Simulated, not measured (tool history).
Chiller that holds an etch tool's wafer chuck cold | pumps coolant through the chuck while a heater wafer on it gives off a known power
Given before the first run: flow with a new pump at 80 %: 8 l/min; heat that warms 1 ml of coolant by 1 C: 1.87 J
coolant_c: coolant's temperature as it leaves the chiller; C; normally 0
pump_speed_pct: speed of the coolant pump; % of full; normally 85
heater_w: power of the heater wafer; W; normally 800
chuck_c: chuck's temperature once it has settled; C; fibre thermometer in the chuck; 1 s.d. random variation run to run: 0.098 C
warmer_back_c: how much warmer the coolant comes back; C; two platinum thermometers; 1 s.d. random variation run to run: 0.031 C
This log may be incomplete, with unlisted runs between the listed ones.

{"run": 1, "hour": 0.0, "coolant_c": 0, "pump_speed_pct": 85, "heater_w": 800, "chuck_c": 6.5, "warmer_back_c": 3.01}
{"run": 2, "hour": 24.9, "coolant_c": 0, "pump_speed_pct": 85, "heater_w": 800, "chuck_c": 6.43, "warmer_back_c": 3.05}
{"run": 3, "hour": 50.3, "coolant_c": -4, "pump_speed_pct": 85, "heater_w": 800, "chuck_c": 2.6, "warmer_back_c": 3.04}
{"run": 4, "hour": 67.2, "coolant_c": -4, "pump_speed_pct": 85, "heater_w": 800, "chuck_c": 2.71, "warmer_back_c": 3.05}
{"run": 5, "hour": 84.9, "coolant_c": 0, "pump_speed_pct": 100, "heater_w": 800, "chuck_c": 5.75, "warmer_back_c": 2.63}
{"run": 6, "hour": 103.8, "coolant_c": 0, "pump_speed_pct": 70, "heater_w": 800, "chuck_c": 7.88, "warmer_back_c": 3.77}
{"run": 7, "hour": 128.2, "coolant_c": 0, "pump_speed_pct": 70, "heater_w": 800, "chuck_c": 8.01, "warmer_back_c": 3.78}
{"run": 8, "hour": 153.1, "coolant_c": 0, "pump_speed_pct": 70, "heater_w": 800, "chuck_c": 7.98, "warmer_back_c": 3.77}
{"run": 9, "hour": 175.4, "coolant_c": 0, "pump_speed_pct": 70, "heater_w": 800, "chuck_c": 8.01, "warmer_back_c": 3.7}
{"run": 10, "hour": 206.1, "coolant_c": 0, "pump_speed_pct": 70, "heater_w": 800, "chuck_c": 7.91, "warmer_back_c": 3.72}
{"run": 11, "hour": 230.3, "coolant_c": 0, "pump_speed_pct": 85, "heater_w": 498, "chuck_c": 3.88, "warmer_back_c": 1.9}
{"run": 12, "hour": 244.2, "coolant_c": 0, "pump_speed_pct": 85, "heater_w": 498, "chuck_c": 4.06, "warmer_back_c": 1.97}
{"run": 13, "hour": 266.4, "coolant_c": 5, "pump_speed_pct": 85, "heater_w": 498, "chuck_c": 8.96, "warmer_back_c": 1.93}
{"run": 14, "hour": 281.7, "coolant_c": 5, "pump_speed_pct": 85, "heater_w": 498, "chuck_c": 9.02, "warmer_back_c": 1.95}
{"run": 15, "hour": 303.4, "coolant_c": -3, "pump_speed_pct": 85, "heater_w": 800, "chuck_c": 3.42, "warmer_back_c": 3.04}
{"run": 16, "hour": 317.8, "coolant_c": 0, "pump_speed_pct": 85, "heater_w": 800, "chuck_c": 6.51, "warmer_back_c": 3.09}
{"run": 17, "hour": 334.2, "coolant_c": 3, "pump_speed_pct": 79, "heater_w": 945, "chuck_c": 11.39, "warmer_back_c": 3.88}
{"run": 18, "hour": 355.3, "coolant_c": 0, "pump_speed_pct": 91, "heater_w": 751, "chuck_c": 5.96, "warmer_back_c": 2.63}
{"run": 19, "hour": 372.2, "coolant_c": 10, "pump_speed_pct": 79, "heater_w": 422, "chuck_c": 13.73, "warmer_back_c": 1.8}
{"run": 20, "hour": 390.9, "coolant_c": 10, "pump_speed_pct": 79, "heater_w": 422, "chuck_c": 13.61, "warmer_back_c": 1.72}
{"run": 21, "hour": 411.2, "coolant_c": 10, "pump_speed_pct": 79, "heater_w": 432, "chuck_c": 13.81, "warmer_back_c": 1.71}
{"run": 22, "hour": 438.6, "coolant_c": 10, "pump_speed_pct": 79, "heater_w": 432, "chuck_c": 13.91, "warmer_back_c": 1.83}
{"run": 23, "hour": 456.1, "coolant_c": 10, "pump_speed_pct": 79, "heater_w": 432, "chuck_c": 13.55, "warmer_back_c": 1.84}
{"run": 24, "hour": 482.6, "coolant_c": 10, "pump_speed_pct": 79, "heater_w": 432, "chuck_c": 13.65, "warmer_back_c": 1.79}
{"run": 25, "hour": 503.0, "coolant_c": 10, "pump_speed_pct": 79, "heater_w": 432, "chuck_c": 13.9, "warmer_back_c": 1.79}
{"run": 26, "hour": 520.4, "coolant_c": 3, "pump_speed_pct": 65, "heater_w": 708, "chuck_c": 10.76, "warmer_back_c": 3.62}
{"run": 27, "hour": 546.9, "coolant_c": 4, "pump_speed_pct": 65, "heater_w": 444, "chuck_c": 8.78, "warmer_back_c": 2.24}
{"run": 28, "hour": 576.2, "coolant_c": 4, "pump_speed_pct": 93, "heater_w": 766, "chuck_c": 9.76, "warmer_back_c": 2.75}
{"run": 29, "hour": 606.9, "coolant_c": 0, "pump_speed_pct": 87, "heater_w": 577, "chuck_c": 4.7, "warmer_back_c": 2.16}
{"run": 30, "hour": 631.4, "coolant_c": 0, "pump_speed_pct": 87, "heater_w": 577, "chuck_c": 4.81, "warmer_back_c": 2.17}
{"run": 31, "hour": 652.1, "coolant_c": 0, "pump_speed_pct": 95, "heater_w": 800, "chuck_c": 5.94, "warmer_back_c": 2.78}
{"run": 32, "hour": 681.2, "coolant_c": 7, "pump_speed_pct": 85, "heater_w": 800, "chuck_c": 13.76, "warmer_back_c": 3.05}

How would selected steps in chuck_c from run to run divide? Give the signed amount a tool lacking its hidden state would still show from settings, what came in and random variation, and the signed amount left for the hidden state, including any gauge scatter that is not in both of the compared results.
The hidden state here: heat passed by the chuck's channels, % of clean ones'; flow at a given pump speed, % of a new pump's; coolant's true temperature over the reading, C; drift of the gauge itself on chuck_c, C; drift of the gauge itself on warmer_back_c, C.
Run 10 -> 11: pump_speed_pct 70 -> 85, heater_w 800 -> 498. chuck_c -4.03 C: hidden state -0.29, all else -3.74.
Run 14 -> 15: coolant_c 5 -> -3, heater_w 498 -> 800. chuck_c -5.60 C: hidden state +0.18, all else -5.78.
Run 18 -> 19: coolant_c 0 -> 10, pump_speed_pct 91 -> 79, heater_w 751 -> 422. chuck_c +7.77 C: hidden state -0.16, all else +7.93.
Run 25 -> 26: coolant_c 10 -> 3, pump_speed_pct 79 -> 65, heater_w 432 -> 708. chuck_c -3.14 C: hidden state +0.31, all else -3.45.
Run 26 -> 27: coolant_c 3 -> 4, heater_w 708 -> 444. chuck_c -1.98 C: hidden state -0.24, all else -1.74.
Run 31 -> 32: coolant_c 0 -> 7, pump_speed_pct 95 -> 85. chuck_c +7.82 C: hidden state +0.06, all else +7.76.

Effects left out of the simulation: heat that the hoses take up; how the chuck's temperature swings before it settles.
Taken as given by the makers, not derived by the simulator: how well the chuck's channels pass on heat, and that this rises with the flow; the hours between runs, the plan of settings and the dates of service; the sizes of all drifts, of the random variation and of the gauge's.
